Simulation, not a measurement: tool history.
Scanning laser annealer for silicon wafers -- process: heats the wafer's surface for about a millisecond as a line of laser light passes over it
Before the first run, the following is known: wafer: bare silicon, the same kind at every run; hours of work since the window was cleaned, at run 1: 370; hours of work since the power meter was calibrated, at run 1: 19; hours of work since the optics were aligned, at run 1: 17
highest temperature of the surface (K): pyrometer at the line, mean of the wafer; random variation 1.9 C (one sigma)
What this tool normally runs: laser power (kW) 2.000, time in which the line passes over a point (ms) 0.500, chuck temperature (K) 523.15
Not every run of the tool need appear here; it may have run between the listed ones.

run,hour,laser power (kW),time in which the line passes over a point (ms),chuck temperature (K),hours of work since the window was cleaned,hours of work since the power meter was calibrated,hours of work since the optics were aligned,highest temperature of the surface (K)
1,0.0,2.000,0.500,523.15,370,19,17,1319.15
2,10.6,2.000,0.510,523.15,374,24,21,1327.15
3,19.7,2.000,0.500,523.15,378,28,25,1319.15
4,27.4,2.000,0.383,523.15,381,31,28,1221.15
5,35.1,2.000,0.383,523.15,385,34,32,1221.15
6,40.1,2.000,0.571,523.15,387,36,34,1371.15
7,51.9,2.000,0.350,523.15,392,41,39,1192.15
8,57.1,2.000,0.350,523.15,394,44,41,1193.15
9,63.6,2.000,0.350,523.15,397,46,44,1191.15
10,73.1,1.757,0.500,523.15,401,50,48,1210.15
11,81.1,2.000,0.476,523.15,404,54,51,1298.15
12,86.3,2.000,0.476,523.15,406,56,53,1296.15
# hour 89.4: window over the wafer cleaned
13,95.5,2.000,0.476,523.15,3,59,56,1284.15
14,102.5,2.000,0.500,523.15,6,62,59,1304.15
15,111.3,2.000,0.500,523.15,9,66,63,1304.15
# hour 116.9: window over the wafer cleaned, once more
16,124.3,2.000,0.500,531.15,3,70,68,1372.15
17,133.4,2.000,0.500,523.15,7,74,72,1365.15
18,144.3,2.000,0.444,523.15,12,79,76,1313.15
19,156.1,2.000,0.444,523.15,17,84,81,1314.15
20,162.1,2.000,0.407,523.15,19,86,84,1281.15
21,168.3,2.000,0.500,523.15,22,89,86,1359.15
22,180.6,2.007,0.360,523.15,27,94,92,1240.15
23,186.8,2.000,0.500,559.15,30,97,94,1398.15
24,197.3,2.066,0.507,506.15,34,101,99,1379.15
25,205.5,2.000,0.500,559.15,38,105,102,1395.15
26,212.8,1.937,0.562,551.15,41,108,105,1403.15
27,220.1,2.038,0.358,486.15,44,111,108,1210.15
28,231.2,2.038,0.358,486.15,49,116,113,1210.15
29,242.5,2.038,0.562,486.15,53,121,118,1387.15
30,254.8,2.038,0.562,486.15,59,126,123,1386.15
31,260.4,1.903,0.387,489.15,61,128,125,1185.15
32,268.7,1.903,0.387,489.15,64,132,129,1185.15
33,275.2,2.035,0.464,495.15,67,134,132,1314.15
34,285.8,2.035,0.464,495.15,72,139,136,1315.15
35,291.3,2.012,0.520,512.15,74,141,139,1366.15
36,298.4,2.012,0.520,512.15,77,144,142,1369.15
37,305.6,2.000,0.536,523.15,80,147,145,1378.15
38,316.0,1.914,0.500,519.15,85,152,149,1309.15
39,327.4,1.944,0.436,488.15,89,157,154,1243.15
40,339.1,1.944,0.474,524.15,94,162,159,1302.15
41,350.8,2.000,0.557,536.15,99,167,164,1407.15
42,359.4,2.000,0.557,536.15,103,170,167,1409.15

Measured less the same run without the tool's hidden state. The same run-to-run variation is in both; the gauge's scatter may not be:
Unlogged tool condition in this case: light that passes the window, % of a clean one's; laser's true power over the reading, %; width of the line over the set one, %; drift of the gauge itself on peak_c, C.
run,highest temperature of the surface (K)
1,-48.00
2,-48.00
3,-49.00
4,-42.00
5,-43.00
6,-53.00
7,-42.00
8,-42.00
9,-42.00
10,-44.00
11,-50.00
12,-50.00
13,-62.00
14,-63.00
15,-64.00
16,-4.00
17,-5.00
18,-5.00
19,-6.00
20,-5.00
21,-7.00
22,-6.00
23,-8.00
24,-8.00
25,-8.00
26,-9.00
27,-8.00
28,-8.00
29,-10.00
30,-12.00
31,-9.00
32,-10.00
33,-12.00
34,-12.00
35,-13.00
36,-13.00
37,-14.00
38,-13.00
39,-13.00
40,-14.00
41,-17.00
42,-17.00

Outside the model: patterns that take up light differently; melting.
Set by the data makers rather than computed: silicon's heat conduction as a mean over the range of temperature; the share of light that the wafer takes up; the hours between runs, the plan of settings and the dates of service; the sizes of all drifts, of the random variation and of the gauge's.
